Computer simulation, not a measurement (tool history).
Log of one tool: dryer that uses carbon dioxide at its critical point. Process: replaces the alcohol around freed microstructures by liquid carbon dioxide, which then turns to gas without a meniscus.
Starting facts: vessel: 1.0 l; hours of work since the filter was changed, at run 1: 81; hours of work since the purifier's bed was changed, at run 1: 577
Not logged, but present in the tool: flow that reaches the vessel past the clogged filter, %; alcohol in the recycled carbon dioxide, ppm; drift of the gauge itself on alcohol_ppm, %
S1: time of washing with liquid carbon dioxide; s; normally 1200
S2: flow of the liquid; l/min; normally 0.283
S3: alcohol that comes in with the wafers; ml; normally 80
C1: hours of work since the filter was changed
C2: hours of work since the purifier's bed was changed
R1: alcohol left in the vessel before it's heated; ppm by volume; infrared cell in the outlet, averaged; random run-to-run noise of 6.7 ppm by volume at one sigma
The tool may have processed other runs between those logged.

{"run": 1, "hour": 0.0, "S1": 1200, "S2": 0.283, "S3": 80, "C1": 81, "C2": 577, "R1": 507}
{"run": 2, "hour": 63.1, "S1": 1440, "S2": 0.283, "S3": 80, "C1": 106, "C2": 603, "R1": 302}
{"run": 3, "hour": 113.0, "S1": 1440, "S2": 0.283, "S3": 80, "C1": 126, "C2": 622, "R1": 298}
{"run": 4, "hour": 166.6, "S1": 1440, "S2": 0.283, "S3": 80, "C1": 148, "C2": 644, "R1": 314}
{"run": 5, "hour": 220.7, "S1": 1440, "S2": 0.283, "S3": 80, "C1": 169, "C2": 665, "R1": 331}
{"run": 6, "hour": 282.8, "S1": 1440, "S2": 0.283, "S3": 80, "C1": 194, "C2": 690, "R1": 357}
{"run": 7, "hour": 346.1, "S1": 1200, "S2": 0.283, "S3": 80, "C1": 219, "C2": 715, "R1": 667}
{"run": 8, "hour": 400.8, "S1": 1200, "S2": 0.283, "S3": 24, "C1": 241, "C2": 737, "R1": 368}
{"run": 9, "hour": 463.8, "S1": 780, "S2": 0.283, "S3": 80, "C1": 266, "C2": 762, "R1": 3280}
{"hour": 477.1, "done": "inlet filter changed"}
{"run": 10, "hour": 512.5, "S1": 1200, "S2": 0.283, "S3": 80, "C1": 14, "C2": 781, "R1": 538}
{"run": 11, "hour": 556.6, "S1": 1200, "S2": 0.283, "S3": 80, "C1": 32, "C2": 799, "R1": 545}
{"run": 12, "hour": 604.5, "S1": 900, "S2": 0.283, "S3": 80, "C1": 51, "C2": 818, "R1": 1504}
{"run": 13, "hour": 647.1, "S1": 900, "S2": 0.283, "S3": 80, "C1": 68, "C2": 835, "R1": 1594}
{"run": 14, "hour": 683.2, "S1": 900, "S2": 0.283, "S3": 80, "C1": 82, "C2": 849, "R1": 1606}
{"run": 15, "hour": 718.5, "S1": 900, "S2": 0.283, "S3": 80, "C1": 96, "C2": 863, "R1": 1670}
{"run": 16, "hour": 782.1, "S1": 900, "S2": 0.283, "S3": 80, "C1": 122, "C2": 889, "R1": 1739}
{"run": 17, "hour": 818.8, "S1": 900, "S2": 0.283, "S3": 80, "C1": 136, "C2": 903, "R1": 1757}
{"run": 18, "hour": 871.4, "S1": 900, "S2": 0.283, "S3": 80, "C1": 157, "C2": 924, "R1": 1845}
{"run": 19, "hour": 903.8, "S1": 900, "S2": 0.283, "S3": 80, "C1": 170, "C2": 937, "R1": 1894}
{"hour": 911.3, "done": "purifier's bed changed"}
{"run": 20, "hour": 948.6, "S1": 900, "S2": 0.283, "S3": 80, "C1": 187, "C2": 15, "R1": 1648}
{"run": 21, "hour": 1005.4, "S1": 900, "S2": 0.283, "S3": 80, "C1": 209, "C2": 37, "R1": 1716}
{"run": 22, "hour": 1065.5, "S1": 1200, "S2": 0.283, "S3": 80, "C1": 233, "C2": 61, "R1": 522}
{"run": 23, "hour": 1114.4, "S1": 1200, "S2": 0.283, "S3": 80, "C1": 253, "C2": 81, "R1": 541}
{"run": 24, "hour": 1148.7, "S1": 1080, "S2": 0.263, "S3": 51, "C1": 266, "C2": 95, "R1": 797}
{"hour": 1163.1, "done": "inlet filter changed"}
{"run": 25, "hour": 1195.6, "S1": 900, "S2": 0.226, "S3": 80, "C1": 13, "C2": 113, "R1": 2716}
{"run": 26, "hour": 1227.8, "S1": 900, "S2": 0.18, "S3": 80, "C1": 26, "C2": 126, "R1": 5530}
{"run": 27, "hour": 1281.4, "S1": 900, "S2": 0.18, "S3": 80, "C1": 47, "C2": 147, "R1": 5428}
{"run": 28, "hour": 1342.5, "S1": 900, "S2": 0.18, "S3": 80, "C1": 71, "C2": 171, "R1": 5779}
{"run": 29, "hour": 1404.2, "S1": 1800, "S2": 0.373, "S3": 35, "C1": 96, "C2": 196, "R1": 65}
{"run": 30, "hour": 1447.4, "S1": 1080, "S2": 0.181, "S3": 42, "C1": 113, "C2": 213, "R1": 1891}
{"run": 31, "hour": 1494.9, "S1": 1200, "S2": 0.271, "S3": 25, "C1": 132, "C2": 232, "R1": 225}
{"run": 32, "hour": 1533.6, "S1": 1020, "S2": 0.266, "S3": 32, "C1": 148, "C2": 248, "R1": 553}
{"run": 33, "hour": 1562.3, "S1": 1020, "S2": 0.266, "S3": 32, "C1": 159, "C2": 259, "R1": 542}
{"run": 34, "hour": 1613.4, "S1": 840, "S2": 0.396, "S3": 32, "C1": 179, "C2": 279, "R1": 307}
{"run": 35, "hour": 1675.4, "S1": 1020, "S2": 0.283, "S3": 80, "C1": 204, "C2": 304, "R1": 1128}
{"run": 36, "hour": 1716.8, "S1": 1380, "S2": 0.283, "S3": 80, "C1": 221, "C2": 321, "R1": 323}
{"run": 37, "hour": 1776.7, "S1": 1380, "S2": 0.283, "S3": 80, "C1": 245, "C2": 344, "R1": 351}
{"run": 38, "hour": 1809.5, "S1": 900, "S2": 0.399, "S3": 28, "C1": 258, "C2": 358, "R1": 280}
{"hour": 1844.1, "done": "inlet filter changed"}
{"run": 39, "hour": 1873.7, "S1": 1380, "S2": 0.176, "S3": 21, "C1": 12, "C2": 383, "R1": 477}
{"run": 40, "hour": 1931.4, "S1": 1380, "S2": 0.176, "S3": 21, "C1": 35, "C2": 406, "R1": 487}
{"run": 41, "hour": 1985.4, "S1": 1380, "S2": 0.176, "S3": 21, "C1": 56, "C2": 427, "R1": 503}
{"run": 42, "hour": 2020.7, "S1": 1380, "S2": 0.176, "S3": 21, "C1": 70, "C2": 441, "R1": 538}
{"run": 43, "hour": 2078.8, "S1": 1380, "S2": 0.176, "S3": 21, "C1": 94, "C2": 464, "R1": 535}
{"run": 44, "hour": 2132.1, "S1": 720, "S2": 0.175, "S3": 24, "C1": 115, "C2": 486, "R1": 3258}
{"run": 45, "hour": 2194.3, "S1": 1200, "S2": 0.179, "S3": 21, "C1": 140, "C2": 510, "R1": 849}
{"run": 46, "hour": 2247.5, "S1": 1200, "S2": 0.227, "S3": 105, "C1": 161, "C2": 532, "R1": 1658}

Describe how what the log doesn't record of the tool's condition differs between the last listed run preceding each entry between runs and the first listed run following it.
Between runs 9 and 10: inlet filter changed (hour 477.1)
  flow that reaches the vessel past the clogged filter, %: 89.6 -> 99.3; alcohol in the recycled carbon dioxide, ppm: 221.4 -> 227.6
  measured result minus the result with no hidden state, R1: +1183 -> +236 ppm by volume
Between runs 19 and 20: purifier's bed changed (hour 911.3)
  flow that reaches the vessel past the clogged filter, %: 92.9 -> 92.2; alcohol in the recycled carbon dioxide, ppm: 274.9 -> 11.1
  measured result minus the result with no hidden state, R1: +690 -> +468 ppm by volume
Between runs 24 and 25: inlet filter changed (hour 1163.1)
  flow that reaches the vessel past the clogged filter, %: 88.9 -> 99.2; alcohol in the recycled carbon dioxide, ppm: 34.1 -> 39.5
  measured result minus the result with no hidden state, R1: +343 -> +109 ppm by volume
Between runs 38 and 39: inlet filter changed (hour 1844.1)
  flow that reaches the vessel past the clogged filter, %: 89.2 -> 99.4; alcohol in the recycled carbon dioxide, ppm: 112.8 -> 119.7
  measured result minus the result with no hidden state, R1: +183 -> +122 ppm by volume
